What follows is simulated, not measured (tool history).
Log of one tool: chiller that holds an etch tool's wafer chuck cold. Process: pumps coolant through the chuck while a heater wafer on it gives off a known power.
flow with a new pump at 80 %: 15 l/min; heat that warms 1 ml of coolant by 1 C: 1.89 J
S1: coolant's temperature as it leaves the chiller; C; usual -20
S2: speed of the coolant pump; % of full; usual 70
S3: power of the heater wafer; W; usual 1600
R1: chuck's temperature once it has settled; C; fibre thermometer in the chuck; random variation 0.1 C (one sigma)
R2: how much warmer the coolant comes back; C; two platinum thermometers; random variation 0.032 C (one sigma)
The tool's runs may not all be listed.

run 1 hour=0 | S1=-20 S2=70 S3=1600 | R1=-9.2 R2=3.94
run 2 hour=78.8 | S1=-20 S2=70 S3=1600 | R1=-9.5 R2=3.88
run 3 hour=205.4 | S1=-20 S2=70 S3=1600 | R1=-9.4 R2=3.82
run 4 hour=273.7 | S1=-20 S2=70 S3=1600 | R1=-9.1 R2=3.89
run 5 hour=356.2 | S1=-20 S2=70 S3=1600 | R1=-9.4 R2=3.8
run 6 hour=444.7 | S1=-20 S2=70 S3=1600 | R1=-9.2 R2=3.9
run 7 hour=580.2 | S1=-20 S2=70 S3=1600 | R1=-9.3 R2=3.89
run 8 hour=669.6 | S1=-20 S2=70 S3=1600 | R1=-9.2 R2=3.92
run 9 hour=790.2 | S1=-20 S2=70 S3=1600 | R1=-9.4 R2=3.83
run 10 hour=873.3 | S1=-20 S2=70 S3=1600 | R1=-9.3 R2=3.81
run 11 hour=995.3 | S1=-20 S2=70 S3=1600 | R1=-9.3 R2=3.8
run 12 hour=1053.2 | S1=-20 S2=70 S3=1600 | R1=-9.1 R2=3.81
run 13 hour=1175.5 | S1=-29 S2=70 S3=1600 | R1=-18.4 R2=3.72
run 14 hour=1302.6 | S1=-29 S2=70 S3=1600 | R1=-18.4 R2=3.77
run 15 hour=1441.5 | S1=-20 S2=70 S3=1600 | R1=-9.4 R2=3.74
run 16 hour=1506.9 | S1=-20 S2=70 S3=1600 | R1=-9.3 R2=3.73
run 17 hour=1592.2 | S1=-20 S2=70 S3=1232 | R1=-11.6 R2=2.84
run 18 hour=1713.7 | S1=-20 S2=70 S3=1232 | R1=-11.7 R2=2.83
run 19 hour=1787.5 | S1=-20 S2=70 S3=869 | R1=-14.3 R2=1.91

The next listed run, before its measurement:
run 20 hour=1898 | S1=-24 S2=97 S3=2124 | R1=? R2=?

R1: -13.4 C
R2: 3.39 C
Without the tool's hidden state the same run would have given R1 -13.4 C, R2 3.64 C.
